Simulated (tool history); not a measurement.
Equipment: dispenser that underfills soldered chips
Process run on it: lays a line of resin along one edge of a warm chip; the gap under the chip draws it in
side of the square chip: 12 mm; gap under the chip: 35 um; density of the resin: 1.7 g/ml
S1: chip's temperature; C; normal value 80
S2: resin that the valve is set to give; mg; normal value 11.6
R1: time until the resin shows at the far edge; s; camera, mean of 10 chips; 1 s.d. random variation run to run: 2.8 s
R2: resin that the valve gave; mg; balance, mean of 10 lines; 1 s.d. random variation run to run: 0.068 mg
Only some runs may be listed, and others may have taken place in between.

| run | hour | S1 | S2 | R1 | R2 |
|---|---|---|---|---|---|
| 1 | 0 | 80 | 11.6 | 469.3 | 11.07 |
|  | 1.4 | new syringe of resin |
| 2 | 5.4 | 80 | 11.6 | 339.2 | 10.91 |
|  | 12.9 | new syringe of resin |
| 3 | 12.9 | 80 | 11.6 | 280.2 | 10.92 |
| 4 | 17 | 80 | 11.6 | 350.1 | 11.05 |
| 5 | 23.8 | 80 | 10.7 | 508.6 | 10.04 |
|  | 24.6 | new syringe of resin |
| 6 | 31.4 | 82 | 10.7 | 374.8 | 10.05 |
|  | 36.5 | new syringe of resin |
| 7 | 37.7 | 82 | 10.7 | 285.3 | 10.07 |
| 8 | 45.7 | 82 | 10.7 | 420.9 | 9.98 |
|  | 48.1 | new syringe of resin |
| 9 | 51.8 | 82 | 10.7 | 316.7 | 10.01 |
| 10 | 57.9 | 82 | 10.7 | 432.3 | 10.04 |
|  | 59.9 | new syringe of resin |
| 11 | 64.1 | 82 | 10.7 | 336.8 | 9.94 |
| 12 | 69.8 | 82 | 10.7 | 453.5 | 9.84 |
|  | 72 | new syringe of resin |
| 13 | 75.1 | 70 | 10.7 | 539.7 | 9.8 |
| 14 | 80.7 | 70 | 10.7 | 716.5 | 9.88 |
|  | 83.6 | new syringe of resin |
| 15 | 85.1 | 84 | 11.6 | 257.4 | 10.67 |
| 16 | 89 | 84 | 11.6 | 317.1 | 10.57 |
|  | 93.4 | dispensing valve cleaned and set on the balance |
|  | 96 | new syringe of resin |
| 17 | 97 | 84 | 11.6 | 240.2 | 11.49 |
| 18 | 105.1 | 84 | 11.6 | 366.8 | 11.53 |
|  | 107.5 | new syringe of resin |
| 19 | 111.6 | 84 | 11.6 | 286.7 | 11.42 |
|  | 119.4 | new syringe of resin |
| 20 | 119.4 | 78 | 11.6 | 296.7 | 11.47 |
| 21 | 126 | 66 | 13.5 | 720.4 | 13.23 |
|  | 130.9 | new syringe of resin |
| 22 | 130.9 | 66 | 13.5 | 501.2 | 13.19 |
| 23 | 138.5 | 80 | 14.6 | 377.8 | 14.2 |
|  | 142.7 | new syringe of resin |
| 24 | 144.4 | 67 | 15.1 | 524.2 | 14.71 |
| 25 | 152.6 | 80 | 11.1 | 460.5 | 10.68 |
|  | 154.8 | new syringe of resin |
| 26 | 158.8 | 80 | 11.1 | 342.2 | 10.76 |
|  | 166.5 | new syringe of resin |
| 27 | 166.8 | 75 | 11.6 | 352 | 11.1 |
| 28 | 172.6 | 89 | 12.9 | 252.1 | 12.44 |
|  | 178.2 | new syringe of resin |
| 29 | 179.8 | 89 | 12.9 | 202.7 | 12.4 |
| 30 | 185.7 | 82 | 11 | 380.6 | 10.45 |
|  | 189.6 | new syringe of resin |
| 31 | 192.5 | 92 | 13.2 | 182.8 | 12.64 |
| 32 | 197.3 | 73 | 11.6 | 555.5 | 11.05 |
|  | 201.2 | new syringe of resin |
| 33 | 204.6 | 93 | 14.7 | 180.2 | 13.95 |
|  | 212.6 | new syringe of resin |
| 34 | 214.2 | 93 | 14.7 | 169.3 | 13.86 |
| 35 | 222.4 | 93 | 14.7 | 254.1 | 13.9 |

Below are 3 alternative next runs, each starting from the tool's condition after run 35. Predict each:
|  | 224.4 | new syringe of resin |
| A | 230.6 | 91 | 10.2 | ? | ? |
|  | 224.4 | new syringe of resin |
| B | 230.6 | 75 | 12.5 | ? | ? |
|  | 224.4 | new syringe of resin |
| C | 230.6 | 72 | 13.1 | ? | ? |

| run | R1 | R2 |
|---|---|---|
| A | 243.8 | 9.57 |
| B | 458.5 | 11.74 |
| C | 521.5 | 12.16 |
Had the tool no hidden state, the same runs would have come out as:
| run | R1 | R2 |
|---|---|---|
| A | 178.9 | 10.25 |
| B | 342.9 | 12.56 |
| C | 391.5 | 13.03 |
